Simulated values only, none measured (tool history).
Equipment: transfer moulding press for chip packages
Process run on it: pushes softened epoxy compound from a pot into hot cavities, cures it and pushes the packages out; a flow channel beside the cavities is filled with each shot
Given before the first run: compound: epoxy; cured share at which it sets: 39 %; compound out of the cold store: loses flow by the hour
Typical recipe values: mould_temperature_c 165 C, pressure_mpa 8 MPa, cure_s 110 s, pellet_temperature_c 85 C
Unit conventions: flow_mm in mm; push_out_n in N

| run | day | mould_temperature_c | pressure_mpa | cure_s | pellet_temperature_c | incoming compound's hours out of the cold store | flow_mm | push_out_n |
|---|---|---|---|---|---|---|---|---|
| 1 | 0 | 165 | 8 | 110 | 85 | 33 | 505 | 434 |
|  | 0.838 | cavities cleaned with cleaning compound and waxed |
| 2 | 0.892 | 165 | 8 | 110 | 85 | 26.2 | 511 | 431 |
| 3 | 2.333 | 165 | 8 | 110 | 85 | 31.7 | 502 | 442 |
| 4 | 3.788 | 165 | 8 | 110 | 85 | 10.6 | 536 | 436 |
|  | 4.133 | cavities cleaned with cleaning compound and waxed |
| 5 | 5.321 | 165 | 8 | 110 | 85 | 47.6 | 470 | 423 |
| 6 | 6.508 | 165 | 8 | 110 | 85 | 15.3 | 526 | 440 |
|  | 7.45 | cavities cleaned with cleaning compound and waxed |
| 7 | 7.821 | 165 | 8 | 110 | 85 | 44.6 | 482 | 439 |
| 8 | 8.704 | 165 | 8 | 110 | 85 | 39.3 | 494 | 429 |
| 9 | 9.358 | 165 | 8 | 110 | 85 | 28.6 | 510 | 425 |
| 10 | 10.312 | 165 | 8 | 110 | 85 | 24.5 | 512 | 446 |
|  | 10.754 | cavities cleaned with cleaning compound and waxed |
| 11 | 11.533 | 165 | 8 | 110 | 85 | 24.2 | 509 | 443 |
| 12 | 12.954 | 165 | 8 | 110 | 85 | 35.5 | 490 | 432 |
| 13 | 13.912 | 165 | 8 | 110 | 91 | 34.7 | 501 | 437 |
|  | 14.083 | cavities cleaned with cleaning compound and waxed |
| 14 | 14.583 | 165 | 8 | 110 | 85 | 39.3 | 484 | 431 |
| 15 | 15.4 | 165 | 8 | 110 | 89 | 43 | 484 | 425 |
| 16 | 16.462 | 164 | 8 | 110 | 85 | 21.2 | 531 | 450 |
|  | 16.908 | mould's thermocouples calibrated |
| 17 | 17.292 | 159 | 6.72 | 110 | 85 | 41.1 | 459 | 572 |
|  | 17.479 | cavities cleaned with cleaning compound and waxed |
| 18 | 18.654 | 165 | 8 | 110 | 86 | 26.3 | 512 | 433 |
|  | 19.696 | plunger's sealing rings changed |
| 19 | 20.017 | 162 | 8.56 | 109 | 81 | 45 | 510 | 480 |
|  | 20.921 | cavities cleaned with cleaning compound and waxed |
| 20 | 21.225 | 162 | 8.56 | 109 | 81 | 47.1 | 502 | 464 |
| 21 | 22.671 | 160 | 8.68 | 110 | 89 | 21.3 | 574 | 550 |
| 22 | 23.512 | 160 | 8.68 | 91 | 89 | 12.5 | 579 | 833 |
|  | 24.304 | cavities cleaned with cleaning compound and waxed |
| 23 | 25.096 | 165 | 8 | 91 | 90 | 41.1 | 487 | 509 |
| 24 | 26.158 | 159 | 8 | 110 | 91 | 43.8 | 501 | 560 |
| 25 | 27.146 | 157 | 8 | 130 | 85 | 14.1 | 562 | 512 |
|  | 27.658 | cavities cleaned with cleaning compound and waxed |
| 26 | 28.171 | 157 | 8 | 123 | 86 | 29.7 | 532 | 535 |
| 27 | 29.558 | 168 | 6.6 | 123 | 86 | 34.2 | 448 | 415 |

Consider 5 possible next runs. They are alternatives, not a sequence: every one starts from the tool as it was left by run 27. What does each give?
| A | 30.617 | 166 | 8 | 110 | 85 | 32.2 | ? | ? |
| B | 30.617 | 165 | 8.71 | 104 | 82 | 13.5 | ? | ? |
| C | 30.617 | 165 | 8 | 91 | 85 | 24.7 | ? | ? |
| D | 30.617 | 168 | 6.6 | 106 | 86 | 23.3 | ? | ? |
| E | 30.617 | 168 | 6.6 | 139 | 78 | 38.9 | ? | ? |

| run | flow_mm | push_out_n |
|---|---|---|
| A | 493 | 420 |
| B | 566 | 450 |
| C | 518 | 548 |
| D | 466 | 432 |
| E | 444 | 381 |
Had the tool no hidden state, the same runs would have come out as:
| run | flow_mm | push_out_n |
|---|---|---|
| A | 494 | 415 |
| B | 566 | 444 |
| C | 518 | 541 |
| D | 467 | 426 |
| E | 444 | 376 |
